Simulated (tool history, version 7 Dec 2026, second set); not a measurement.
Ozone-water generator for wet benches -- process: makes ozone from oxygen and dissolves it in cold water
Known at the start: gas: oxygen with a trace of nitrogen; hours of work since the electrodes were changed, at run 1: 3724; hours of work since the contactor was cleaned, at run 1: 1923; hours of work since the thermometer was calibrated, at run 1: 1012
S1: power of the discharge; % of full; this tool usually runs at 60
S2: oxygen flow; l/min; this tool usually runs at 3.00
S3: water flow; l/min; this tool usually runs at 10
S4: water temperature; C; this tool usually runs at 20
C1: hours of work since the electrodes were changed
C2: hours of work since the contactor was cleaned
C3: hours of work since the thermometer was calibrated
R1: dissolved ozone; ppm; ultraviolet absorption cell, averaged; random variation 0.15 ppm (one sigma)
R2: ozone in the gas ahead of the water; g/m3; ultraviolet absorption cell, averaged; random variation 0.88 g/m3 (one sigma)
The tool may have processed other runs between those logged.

Run 1, hour 0.0: usual settings; C1 3724; C2 1923; C3 1012. Result: R1 17.0 ppm, R2 136.6 g/m3.
Run 2, hour 98.6: usual settings but S1 79 % of full; C1 3806; C2 2005; C3 1094. Result: R1 20.7 ppm, R2 167.5 g/m3.
Run 3, hour 243.8: usual settings but S1 79 % of full; C1 3927; C2 2126; C3 1215. Result: R1 20.7 ppm, R2 166.2 g/m3.
Run 4, hour 395.5: usual settings but S1 79 % of full; C1 4053; C2 2252; C3 1341. Result: R1 20.5 ppm, R2 165.1 g/m3.
Run 5, hour 540.8: usual settings but S1 79 % of full, S4 17 C; C1 4174; C2 2373; C3 1462. Result: R1 21.4 ppm, R2 164.9 g/m3.
Run 6, hour 653.8: usual settings but S3 7 l/min; C1 4268; C2 2467; C3 1556. Result: R1 21.6 ppm, R2 135.5 g/m3.
Run 7, hour 743.5: usual settings but S3 7 l/min; C1 4343; C2 2541; C3 1631. Result: R1 21.6 ppm, R2 135.8 g/m3.
Run 8, hour 883.5: usual settings but S3 7 l/min; C1 4459; C2 2658; C3 1747. Result: R1 21.3 ppm, R2 136.4 g/m3.
Run 9, hour 978.3: usual settings but S3 7 l/min; C1 4538; C2 2737; C3 1826. Result: R1 21.7 ppm, R2 135.6 g/m3.
Run 10, hour 1124.2: usual settings but S3 7 l/min; C1 4659; C2 2858; C3 1947. Result: R1 21.7 ppm, R2 137.4 g/m3.
Run 11, hour 1238.8: usual settings but S3 9 l/min; C1 4755; C2 2954; C3 2043. Result: R1 18.2 ppm, R2 135.6 g/m3.
Run 12, hour 1309.9: usual settings but S3 9 l/min; C1 4814; C2 3013; C3 2102. Result: R1 17.9 ppm, R2 135.8 g/m3.
Run 13, hour 1452.1: usual settings but S3 9 l/min; C1 4932; C2 3131; C3 2220. Result: R1 18.0 ppm, R2 136.0 g/m3.
Run 14, hour 1592.4: usual settings; C1 5049; C2 3248; C3 2337. Result: R1 16.6 ppm, R2 133.5 g/m3.
Run 15, hour 1756.5: usual settings; C1 5186; C2 3384; C3 2474. Result: R1 16.4 ppm, R2 135.7 g/m3.
Run 16, hour 1910.0: usual settings; C1 5313; C2 3512; C3 2601. Result: R1 16.4 ppm, R2 133.9 g/m3.
Run 17, hour 2035.5: usual settings; C1 5418; C2 3616; C3 2706. Result: R1 16.6 ppm, R2 135.5 g/m3.
Run 18, hour 2195.9: usual settings; C1 5551; C2 3750; C3 2839. Result: R1 16.3 ppm, R2 134.0 g/m3.
Run 19, hour 2328.8: usual settings; C1 5662; C2 3861; C3 2950. Result: R1 16.5 ppm, R2 132.6 g/m3.
Run 20, hour 2417.9: usual settings; C1 5736; C2 3935; C3 3024. Result: R1 16.5 ppm, R2 133.7 g/m3.
Run 21, hour 2531.5: usual settings but S1 59 % of full; C1 5830; C2 4029; C3 3118. Result: R1 16.2 ppm, R2 130.2 g/m3.
Run 22, hour 2673.3: usual settings but S1 59 % of full; C1 5948; C2 4147; C3 3236. Result: R1 15.8 ppm, R2 133.0 g/m3.
Run 23, hour 2745.9: usual settings but S1 48 % of full, S2 1.76 l/min, S3 9 l/min, S4 21 C; C1 6009; C2 4208; C3 3297. Result: R1 13.5 ppm, R2 138.5 g/m3.
Run 24, hour 2834.3: usual settings but S1 48 % of full, S2 1.76 l/min, S3 9 l/min, S4 21 C; C1 6082; C2 4281; C3 3370. Result: R1 13.5 ppm, R2 139.9 g/m3.
Run 25, hour 2909.6: usual settings but S1 44 % of full, S2 2.21 l/min, S4 23 C; C1 6145; C2 4344; C3 3433. Result: R1 12.1 ppm, R2 119.5 g/m3.
Run 26, hour 3003.1: usual settings but S2 4.57 l/min, S3 8 l/min; C1 6223; C2 4422; C3 3511. Result: R1 19.1 ppm, R2 115.8 g/m3.
Run 27, hour 3166.2: usual settings but S2 1.61 l/min, S3 8 l/min, S4 14 C; C1 6359; C2 4557; C3 3647. Result: R1 18.6 ppm, R2 167.2 g/m3.
Run 28, hour 3292.1: usual settings but S1 79 % of full; C1 6463; C2 4662; C3 3751. Result: R1 19.2 ppm, R2 160.9 g/m3.
Run 29, hour 3366.0: usual settings but S1 65 % of full, S2 1.52 l/min, S3 14 l/min, S4 18 C; C1 6525; C2 4724; C3 3813. Result: R1 10.5 ppm, R2 179.8 g/m3.
Run 30, hour 3496.7: usual settings but S1 58 % of full, S2 2.85 l/min, S3 11 l/min, S4 22 C; C1 6634; C2 4832; C3 3922. Result: R1 14.1 ppm, R2 130.8 g/m3.
Run 31, hour 3641.2: usual settings but S1 58 % of full, S2 2.85 l/min, S3 11 l/min, S4 22 C; C1 6754; C2 4953; C3 4042. Result: R1 14.0 ppm, R2 131.9 g/m3.
At hour 3664.1: water thermometer calibrated.
Run 32, hour 3749.6: usual settings but S1 77 % of full, S2 3.01 l/min, S3 15 l/min, S4 22 C; C1 6844; C2 5042; C3 71. Result: R1 12.8 ppm, R2 156.2 g/m3.
At hour 3887.5: contactor cleaned.
Run 33, hour 3913.3: usual settings but S1 77 % of full, S2 1.97 l/min, S4 15 C; C1 6977; C2 22; C3 204. Result: R1 18.9 ppm, R2 179.9 g/m3.

Here are 4 independent what-if runs from the current tool condition. What would each one return?
Run A, hour 4011.9: usual settings but S1 77 % of full, S2 1.97 l/min, S4 13 C; C1 7059; C2 104; C3 286. Result: R1 ?, R2 ?.
Run B, hour 4011.9: usual settings but S1 56 % of full; C1 7059; C2 104; C3 286. Result: R1 ?, R2 ?.
Run C, hour 4011.9: usual settings but S2 4.11 l/min, S3 8 l/min, S4 23 C; C1 7059; C2 104; C3 286. Result: R1 ?, R2 ?.
Run D, hour 4011.9: usual settings but S1 61 % of full, S2 1.97 l/min, S4 15 C; C1 7059; C2 104; C3 286. Result: R1 ?, R2 ?.

run    R1     R2
  A  19.3  179.2
  B  15.5  124.8
  C  18.1  117.5
  D  16.3  154.1
The same runs, with their run-to-run variation unchanged, on a tool lacking any hidden condition would have given:
run    R1     R2
  A  21.9  202.6
  B  17.2  137.4
  C  20.1  130.0
  D  18.1  170.9
